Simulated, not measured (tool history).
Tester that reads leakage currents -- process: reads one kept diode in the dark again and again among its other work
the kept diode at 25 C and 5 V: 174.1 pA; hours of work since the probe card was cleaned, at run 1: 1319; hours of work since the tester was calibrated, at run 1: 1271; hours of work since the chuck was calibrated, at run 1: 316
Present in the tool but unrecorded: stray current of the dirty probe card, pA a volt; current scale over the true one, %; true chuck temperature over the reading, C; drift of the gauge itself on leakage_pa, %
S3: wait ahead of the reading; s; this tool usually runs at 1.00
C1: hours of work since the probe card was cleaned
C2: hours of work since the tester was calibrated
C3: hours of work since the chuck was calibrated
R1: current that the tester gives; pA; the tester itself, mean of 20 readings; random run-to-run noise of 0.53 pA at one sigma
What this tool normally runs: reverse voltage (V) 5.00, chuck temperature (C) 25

{"run": 1, "hour": 0.0, "reverse voltage (V)": 5.0, "chuck temperature (C)": 25, "S3": 1.0, "C1": 1319, "C2": 1271, "C3": 316, "R1": 193.33}
{"run": 2, "hour": 45.3, "reverse voltage (V)": 5.0, "chuck temperature (C)": 25, "S3": 1.0, "C1": 1353, "C2": 1305, "C3": 350, "R1": 195.79}
{"run": 3, "hour": 82.0, "reverse voltage (V)": 5.0, "chuck temperature (C)": 25, "S3": 1.0, "C1": 1380, "C2": 1333, "C3": 377, "R1": 195.67}
{"run": 4, "hour": 103.5, "reverse voltage (V)": 5.0, "chuck temperature (C)": 25, "S3": 1.0, "C1": 1396, "C2": 1349, "C3": 394, "R1": 195.79}
{"run": 5, "hour": 148.4, "reverse voltage (V)": 5.0, "chuck temperature (C)": 25, "S3": 1.0, "C1": 1430, "C2": 1383, "C3": 427, "R1": 197.4}
{"run": 6, "hour": 180.7, "reverse voltage (V)": 5.0, "chuck temperature (C)": 25, "S3": 1.0, "C1": 1454, "C2": 1407, "C3": 452, "R1": 197.99}
{"run": 7, "hour": 214.8, "reverse voltage (V)": 5.0, "chuck temperature (C)": 25, "S3": 1.0, "C1": 1480, "C2": 1433, "C3": 477, "R1": 200.81}
{"run": 8, "hour": 250.4, "reverse voltage (V)": 5.0, "chuck temperature (C)": 25, "S3": 1.0, "C1": 1507, "C2": 1460, "C3": 504, "R1": 200.11}
{"run": 9, "hour": 293.4, "reverse voltage (V)": 5.0, "chuck temperature (C)": 25, "S3": 1.0, "C1": 1539, "C2": 1492, "C3": 536, "R1": 203.11}
{"hour": 319.8, "done": "chuck's temperature calibrated"}
{"run": 10, "hour": 323.2, "reverse voltage (V)": 5.0, "chuck temperature (C)": 25, "S3": 1.0, "C1": 1560, "C2": 1513, "C3": 3, "R1": 182.48}
{"run": 11, "hour": 359.8, "reverse voltage (V)": 5.0, "chuck temperature (C)": 25, "S3": 1.0, "C1": 1588, "C2": 1540, "C3": 30, "R1": 183.11}
{"run": 12, "hour": 379.7, "reverse voltage (V)": 5.0, "chuck temperature (C)": 25, "S3": 1.0, "C1": 1603, "C2": 1555, "C3": 45, "R1": 182.31}
{"run": 13, "hour": 414.8, "reverse voltage (V)": 5.0, "chuck temperature (C)": 25, "S3": 1.0, "C1": 1629, "C2": 1582, "C3": 71, "R1": 184.4}
{"run": 14, "hour": 448.3, "reverse voltage (V)": 5.0, "chuck temperature (C)": 25, "S3": 7.22, "C1": 1654, "C2": 1607, "C3": 97, "R1": 184.03}
{"run": 15, "hour": 483.6, "reverse voltage (V)": 5.0, "chuck temperature (C)": 25, "S3": 7.22, "C1": 1681, "C2": 1634, "C3": 123, "R1": 184.16}
{"run": 16, "hour": 524.7, "reverse voltage (V)": 5.0, "chuck temperature (C)": 25, "S3": 7.22, "C1": 1712, "C2": 1664, "C3": 154, "R1": 184.94}
{"run": 17, "hour": 552.9, "reverse voltage (V)": 5.0, "chuck temperature (C)": 25, "S3": 7.22, "C1": 1733, "C2": 1686, "C3": 175, "R1": 186.11}
{"run": 18, "hour": 599.2, "reverse voltage (V)": 5.0, "chuck temperature (C)": 25, "S3": 7.22, "C1": 1768, "C2": 1721, "C3": 210, "R1": 187.35}
{"run": 19, "hour": 622.6, "reverse voltage (V)": 5.0, "chuck temperature (C)": 25, "S3": 7.22, "C1": 1785, "C2": 1738, "C3": 228, "R1": 188.73}
{"run": 20, "hour": 645.0, "reverse voltage (V)": 1.74, "chuck temperature (C)": 25, "S3": 1.0, "C1": 1802, "C2": 1755, "C3": 245, "R1": 132.62}
{"run": 21, "hour": 684.7, "reverse voltage (V)": 1.74, "chuck temperature (C)": 25, "S3": 1.0, "C1": 1832, "C2": 1785, "C3": 274, "R1": 133.41}
{"run": 22, "hour": 710.2, "reverse voltage (V)": 3.97, "chuck temperature (C)": 54, "S3": 1.17, "C1": 1851, "C2": 1804, "C3": 294, "R1": 1514.38}
{"run": 23, "hour": 752.5, "reverse voltage (V)": 3.97, "chuck temperature (C)": 54, "S3": 1.17, "C1": 1883, "C2": 1836, "C3": 325, "R1": 1522.07}
{"run": 24, "hour": 777.0, "reverse voltage (V)": 2.55, "chuck temperature (C)": 25, "S3": 1.0, "C1": 1901, "C2": 1854, "C3": 344, "R1": 153.82}
{"run": 25, "hour": 810.8, "reverse voltage (V)": 2.55, "chuck temperature (C)": 25, "S3": 1.0, "C1": 1927, "C2": 1880, "C3": 369, "R1": 154.87}
{"run": 26, "hour": 851.1, "reverse voltage (V)": 5.3, "chuck temperature (C)": 25, "S3": 2.82, "C1": 1957, "C2": 1910, "C3": 400, "R1": 199.42}
{"run": 27, "hour": 896.2, "reverse voltage (V)": 3.31, "chuck temperature (C)": 25, "S3": 2.94, "C1": 1991, "C2": 1944, "C3": 434, "R1": 169.65}
{"run": 28, "hour": 936.7, "reverse voltage (V)": 12.24, "chuck temperature (C)": 35, "S3": 0.35, "C1": 2022, "C2": 1974, "C3": 464, "R1": 587.68}
{"run": 29, "hour": 962.8, "reverse voltage (V)": 19.46, "chuck temperature (C)": 24, "S3": 8.33, "C1": 2041, "C2": 1994, "C3": 484, "R1": 299.23}
{"run": 30, "hour": 981.7, "reverse voltage (V)": 19.46, "chuck temperature (C)": 24, "S3": 8.33, "C1": 2055, "C2": 2008, "C3": 498, "R1": 299.83}
{"run": 31, "hour": 1005.6, "reverse voltage (V)": 19.46, "chuck temperature (C)": 24, "S3": 8.33, "C1": 2073, "C2": 2026, "C3": 516, "R1": 298.77}
{"run": 32, "hour": 1029.8, "reverse voltage (V)": 19.46, "chuck temperature (C)": 24, "S3": 8.33, "C1": 2092, "C2": 2044, "C3": 534, "R1": 301.5}
{"hour": 1057.6, "done": "chuck's temperature calibrated"}
{"run": 33, "hour": 1063.4, "reverse voltage (V)": 19.46, "chuck temperature (C)": 24, "S3": 8.33, "C1": 2115, "C2": 2068, "C3": 4, "R1": 278.87}
{"run": 34, "hour": 1096.3, "reverse voltage (V)": 19.46, "chuck temperature (C)": 24, "S3": 8.33, "C1": 2140, "C2": 2093, "C3": 29, "R1": 279.86}
{"run": 35, "hour": 1129.6, "reverse voltage (V)": 11.91, "chuck temperature (C)": 25, "S3": 1.0, "C1": 2165, "C2": 2118, "C3": 54, "R1": 256.69}
{"run": 36, "hour": 1171.9, "reverse voltage (V)": 1.94, "chuck temperature (C)": 22, "S3": 3.1, "C1": 2197, "C2": 2150, "C3": 86, "R1": 104.85}
{"run": 37, "hour": 1194.8, "reverse voltage (V)": 1.94, "chuck temperature (C)": 27, "S3": 0.95, "C1": 2214, "C2": 2167, "C3": 103, "R1": 159.73}
{"run": 38, "hour": 1237.0, "reverse voltage (V)": 4.52, "chuck temperature (C)": 27, "S3": 1.29, "C1": 2246, "C2": 2199, "C3": 135, "R1": 213.18}
{"run": 39, "hour": 1259.0, "reverse voltage (V)": 1.12, "chuck temperature (C)": 53, "S3": 5.13, "C1": 2263, "C2": 2215, "C3": 151, "R1": 921.17}
{"run": 40, "hour": 1286.6, "reverse voltage (V)": 7.23, "chuck temperature (C)": 33, "S3": 1.0, "C1": 2283, "C2": 2236, "C3": 172, "R1": 401.1}

What differs in the tool's unlogged condition from the final listed run ahead of each entry between runs to the first listed run following it?
Logged between run 9 and run 10: chuck's temperature calibrated (hour 319.8)
  stray current of the dirty probe card, pA a volt: 1.07 -> 1.086; current scale over the true one, %: 0.08 -> 0.09; true chuck temperature over the reading, C: 1.35 -> 0.01
  measured minus no-state result, R1: +26.06 -> +5.60 pA
Logged between run 32 and run 33: chuck's temperature calibrated (hour 1057.6)
  stray current of the dirty probe card, pA a volt: 1.444 -> 1.459; current scale over the true one, %: 0.16 -> 0.17; true chuck temperature over the reading, C: 1.17 -> 0.06
  measured minus no-state result, R1: +53.31 -> +29.79 pA
